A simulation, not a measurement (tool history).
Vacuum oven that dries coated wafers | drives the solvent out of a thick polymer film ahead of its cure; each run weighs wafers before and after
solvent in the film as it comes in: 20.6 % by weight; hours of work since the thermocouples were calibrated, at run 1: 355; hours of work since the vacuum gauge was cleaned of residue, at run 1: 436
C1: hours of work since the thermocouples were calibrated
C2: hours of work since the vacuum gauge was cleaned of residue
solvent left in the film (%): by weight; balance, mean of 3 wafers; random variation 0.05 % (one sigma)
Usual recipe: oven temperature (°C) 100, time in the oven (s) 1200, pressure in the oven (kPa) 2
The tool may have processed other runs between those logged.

Run 1, hour 0: usual settings; C1 355; C2 436. Result: solvent left in the film (%) 2.74.
Run 2, hour 83.1: usual settings; C1 410; C2 491. Result: solvent left in the film (%) 2.79.
Run 3, hour 169: usual settings; C1 468; C2 549. Result: solvent left in the film (%) 2.77.
Run 4, hour 212.6: usual settings; C1 497; C2 578. Result: solvent left in the film (%) 2.89.
Run 5, hour 281.4: usual settings; C1 542; C2 623. Result: solvent left in the film (%) 2.75.
Run 6, hour 337.4: usual settings; C1 580; C2 661. Result: solvent left in the film (%) 2.99.
Run 7, hour 379.2: usual settings; C1 607; C2 688. Result: solvent left in the film (%) 2.94.
Run 8, hour 431: usual settings but pressure in the oven (kPa) 4.11; C1 642; C2 723. Result: solvent left in the film (%) 3.44.
Run 9, hour 497.8: usual settings but pressure in the oven (kPa) 4.18; C1 686; C2 767. Result: solvent left in the film (%) 3.57.
Run 10, hour 546.2: usual settings but oven temperature (°C) 103; C1 719; C2 800. Result: solvent left in the film (%) 2.13.
Run 11, hour 619: usual settings; C1 767; C2 848. Result: solvent left in the film (%) 2.98.
Run 12, hour 678.6: usual settings; C1 807; C2 888. Result: solvent left in the film (%) 3.05.
Run 13, hour 756.2: usual settings; C1 858; C2 939. Result: solvent left in the film (%) 3.01.
Run 14, hour 829: usual settings but oven temperature (°C) 103; C1 907; C2 988. Result: solvent left in the film (%) 2.24.
Run 15, hour 872: usual settings; C1 935; C2 1016. Result: solvent left in the film (%) 3.19.
Run 16, hour 916.4: usual settings; C1 965; C2 1046. Result: solvent left in the film (%) 3.19.
Run 17, hour 975.8: usual settings; C1 1004; C2 1085. Result: solvent left in the film (%) 3.19.
Run 18, hour 1035.7: usual settings; C1 1044; C2 1125. Result: solvent left in the film (%) 3.11.
Run 19, hour 1109.9: usual settings; C1 1094; C2 1175. Result: solvent left in the film (%) 3.36.
Run 20, hour 1153.4: usual settings; C1 1123; C2 1204. Result: solvent left in the film (%) 3.27.
Run 21, hour 1234.7: usual settings; C1 1177; C2 1258. Result: solvent left in the film (%) 3.28.
Run 22, hour 1316.1: usual settings; C1 1231; C2 1312. Result: solvent left in the film (%) 3.32.
Run 23, hour 1382.7: usual settings but oven temperature (°C) 105, time in the oven (s) 1380, pressure in the oven (kPa) 1.82; C1 1275; C2 1356. Result: solvent left in the film (%) 1.43.
Run 24, hour 1444.2: usual settings but oven temperature (°C) 86, time in the oven (s) 960, pressure in the oven (kPa) 1.02; C1 1316; C2 1397. Result: solvent left in the film (%) 10.22.
Run 25, hour 1525.2: usual settings but oven temperature (°C) 106, time in the oven (s) 780, pressure in the oven (kPa) 1.94; C1 1370; C2 1451. Result: solvent left in the film (%) 3.42.
Run 26, hour 1571: usual settings but oven temperature (°C) 106, time in the oven (s) 900, pressure in the oven (kPa) 1.94; C1 1400; C2 1482. Result: solvent left in the film (%) 2.84.
Run 27, hour 1639: usual settings but time in the oven (s) 1260, pressure in the oven (kPa) 1.21; C1 1446; C2 1527. Result: solvent left in the film (%) 3.11.
Run 28, hour 1699.1: usual settings but oven temperature (°C) 91, time in the oven (s) 1800, pressure in the oven (kPa) 1.21; C1 1486; C2 1567. Result: solvent left in the film (%) 4.77.
At hour 1740.8: vacuum gauge cleaned of residue and calibrated.
Run 29, hour 1771.7: usual settings but oven temperature (°C) 91, time in the oven (s) 1800, pressure in the oven (kPa) 1.21; C1 1533; C2 21. Result: solvent left in the film (%) 4.74.
Run 30, hour 1851.4: usual settings but oven temperature (°C) 91, time in the oven (s) 1800, pressure in the oven (kPa) 1.21; C1 1586; C2 74. Result: solvent left in the film (%) 4.69.
Run 31, hour 1929.6: usual settings but oven temperature (°C) 106, time in the oven (s) 1800, pressure in the oven (kPa) 2.74; C1 1638; C2 126. Result: solvent left in the film (%) 1.07.
At hour 1967.1: oven's thermocouples calibrated.
Run 32, hour 2018.4: usual settings but oven temperature (°C) 87, pressure in the oven (kPa) 5.31; C1 34; C2 183. Result: solvent left in the film (%) 8.41.
Run 33, hour 2104: usual settings but oven temperature (°C) 99; C1 91; C2 240. Result: solvent left in the film (%) 2.64.
Run 34, hour 2152.4: usual settings but oven temperature (°C) 108, time in the oven (s) 900, pressure in the oven (kPa) 3.35; C1 123; C2 273. Result: solvent left in the film (%) 1.75.
Run 35, hour 2214.5: usual settings but time in the oven (s) 1020, pressure in the oven (kPa) 3.07; C1 165; C2 314. Result: solvent left in the film (%) 3.4.
Run 36, hour 2262.3: usual settings but oven temperature (°C) 112, time in the oven (s) 720, pressure in the oven (kPa) 5.77; C1 196; C2 346. Result: solvent left in the film (%) 1.98.
Run 37, hour 2312.5: usual settings but oven temperature (°C) 112, time in the oven (s) 720, pressure in the oven (kPa) 5.77; C1 230; C2 379. Result: solvent left in the film (%) 2.02.
Run 38, hour 2375: usual settings but oven temperature (°C) 99, time in the oven (s) 1680, pressure in the oven (kPa) 5.77; C1 271; C2 421. Result: solvent left in the film (%) 2.66.
Run 39, hour 2427: usual settings but oven temperature (°C) 99, time in the oven (s) 1680, pressure in the oven (kPa) 5.77; C1 306; C2 455. Result: solvent left in the film (%) 2.76.
Run 40, hour 2482.2: usual settings but oven temperature (°C) 99, time in the oven (s) 1260, pressure in the oven (kPa) 6.69; C1 343; C2 492. Result: solvent left in the film (%) 3.85.
Run 41, hour 2531.9: usual settings but oven temperature (°C) 99, time in the oven (s) 1260, pressure in the oven (kPa) 6.69; C1 376; C2 525. Result: solvent left in the film (%) 3.88.
Run 42, hour 2607.3: usual settings but time in the oven (s) 840, pressure in the oven (kPa) 6.69; C1 426; C2 575. Result: solvent left in the film (%) 5.43.

5 options for the next run, each taken on its own from the tool as it stands now. Forecast them:
Run A, hour 2660: usual settings but time in the oven (s) 1920, pressure in the oven (kPa) 6.69; C1 461; C2 610. Result: solvent left in the film (%) ?.
Run B, hour 2660: usual settings but oven temperature (°C) 99, time in the oven (s) 780, pressure in the oven (kPa) 5.95; C1 461; C2 610. Result: solvent left in the film (%) ?.
Run C, hour 2660: usual settings but oven temperature (°C) 93, time in the oven (s) 840, pressure in the oven (kPa) 6.69; C1 461; C2 610. Result: solvent left in the film (%) ?.
Run D, hour 2660: usual settings but time in the oven (s) 720; C1 461; C2 610. Result: solvent left in the film (%) ?.
Run E, hour 2660: usual settings but time in the oven (s) 720, pressure in the oven (kPa) 6.69; C1 461; C2 610. Result: solvent left in the film (%) ?.

run  solvent left in the film (%)
  A                          2.48
  B                          6.04
  C                          8.55
  D                          5.29
  E                          6.37
Had the tool no hidden state, the same runs would have come out as:
run  solvent left in the film (%)
  A                          2.36
  B                          5.81
  C                          8.31
  D                          5.06
  E                          6.14
